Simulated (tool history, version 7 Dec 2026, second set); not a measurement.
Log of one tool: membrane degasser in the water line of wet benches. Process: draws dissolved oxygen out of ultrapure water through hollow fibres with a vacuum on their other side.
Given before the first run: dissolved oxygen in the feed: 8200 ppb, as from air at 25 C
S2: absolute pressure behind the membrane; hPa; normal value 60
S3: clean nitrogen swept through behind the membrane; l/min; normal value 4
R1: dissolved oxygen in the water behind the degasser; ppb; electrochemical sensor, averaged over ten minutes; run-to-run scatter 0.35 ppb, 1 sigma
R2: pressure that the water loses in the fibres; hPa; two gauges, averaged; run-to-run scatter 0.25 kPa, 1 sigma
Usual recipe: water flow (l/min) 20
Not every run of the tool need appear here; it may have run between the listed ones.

run 1 hour=0 | water_flow_(l/min)=20 S2=60 S3=4 | R1=36.5 R2=688
run 2 hour=250.6 | water_flow_(l/min)=20 S2=60 S3=4 | R1=36.5 R2=686.1
run 3 hour=387.1 | water_flow_(l/min)=20 S2=60 S3=4 | R1=36.6 R2=683.1
run 4 hour=645.8 | water_flow_(l/min)=20 S2=60 S3=1.63 | R1=81.7 R2=689.6
run 5 hour=889 | water_flow_(l/min)=20 S2=60 S3=1.63 | R1=82.3 R2=687.5
run 6 hour=1133.5 | water_flow_(l/min)=20 S2=110.3 S3=4 | R1=98.8 R2=691.1
run 7 hour=1376.9 | water_flow_(l/min)=20 S2=110.3 S3=4 | R1=97.9 R2=688.3
run 8 hour=1499.6 | water_flow_(l/min)=20 S2=110.3 S3=4 | R1=99.3 R2=686.1
run 9 hour=1759.9 | water_flow_(l/min)=20 S2=110.3 S3=4 | R1=99.6 R2=691.1
run 10 hour=1996.3 | water_flow_(l/min)=20 S2=52.2 S3=4 | R1=28 R2=695.5
run 11 hour=2149.1 | water_flow_(l/min)=20 S2=52.2 S3=4 | R1=28.2 R2=692.1
run 12 hour=2264.1 | water_flow_(l/min)=20 S2=52.2 S3=4 | R1=27.5 R2=697
run 13 hour=2407.9 | water_flow_(l/min)=20 S2=60 S3=7.63 | R1=21.9 R2=696.2
run 14 hour=2651.4 | water_flow_(l/min)=20 S2=60 S3=7.63 | R1=21.8 R2=695.5
run 15 hour=2783.1 | water_flow_(l/min)=20 S2=60 S3=7.63 | R1=21.6 R2=696
run 16 hour=3005.8 | water_flow_(l/min)=20 S2=60 S3=7.63 | R1=21.8 R2=691.7
run 17 hour=3172.9 | water_flow_(l/min)=13 S2=60 S3=9.28 | R1=10.8 R2=453
run 18 hour=3410.1 | water_flow_(l/min)=22 S2=109.4 S3=5.8 | R1=77.4 R2=769.2
run 19 hour=3621.6 | water_flow_(l/min)=22 S2=109.4 S3=5.8 | R1=77.7 R2=761.5
run 20 hour=3790 | water_flow_(l/min)=20 S2=60 S3=1.69 | R1=84.5 R2=697.7
-- hour=3843.5 seals of the vacuum lines changed
run 21 hour=4029.6 | water_flow_(l/min)=20 S2=60 S3=1.69 | R1=82.1 R2=698.4
run 22 hour=4255.5 | water_flow_(l/min)=13 S2=103.6 S3=4.71 | R1=49 R2=452
-- hour=4327.7 vacuum gauge calibrated
run 23 hour=4488.4 | water_flow_(l/min)=13 S2=103.6 S3=4.71 | R1=50 R2=454.1
run 24 hour=4717.5 | water_flow_(l/min)=15 S2=70.2 S3=5.34 | R1=28 R2=525.9
run 25 hour=4957.7 | water_flow_(l/min)=30 S2=70.8 S3=3.99 | R1=84.5 R2=1050.2
run 26 hour=5223.9 | water_flow_(l/min)=32 S2=39.6 S3=4.81 | R1=30.4 R2=1120.9
run 27 hour=5396.8 | water_flow_(l/min)=25 S2=117.6 S3=2.05 | R1=245.8 R2=880.9
run 28 hour=5519.2 | water_flow_(l/min)=32 S2=149.7 S3=4.9 | R1=200.3 R2=1128.5
run 29 hour=5641.6 | water_flow_(l/min)=32 S2=39.7 S3=3.7 | R1=35.4 R2=1123.7
run 30 hour=5751.7 | water_flow_(l/min)=32 S2=39.7 S3=3.7 | R1=35.1 R2=1131.1
run 31 hour=5910.6 | water_flow_(l/min)=25 S2=60 S3=10.42 | R1=25.1 R2=878.1
run 32 hour=6027 | water_flow_(l/min)=20 S2=146.7 S3=10.12 | R1=60 R2=704.8

Forecast each of these 4 alternatives for the next run:
run A hour=6233.3 | water_flow_(l/min)=12 S2=146.7 S3=5.67 | R1=? R2=?
run B hour=6233.3 | water_flow_(l/min)=23 S2=146.7 S3=11.82 | R1=? R2=?
run C hour=6233.3 | water_flow_(l/min)=20 S2=146.7 S3=7.79 | R1=? R2=?
run D hour=6233.3 | water_flow_(l/min)=13 S2=52.6 S3=9.11 | R1=? R2=?

run=A R1=62.2 R2=427.1
run=B R1=61.8 R2=816
run=C R1=77.4 R2=702.9
run=D R1=8.1 R2=461
With no hidden state in the tool, these same runs would have given:
run=A R1=60.5 R2=401.4
run=B R1=58.7 R2=766.9
run=C R1=74.6 R2=660.4
run=D R1=7.4 R2=433.3
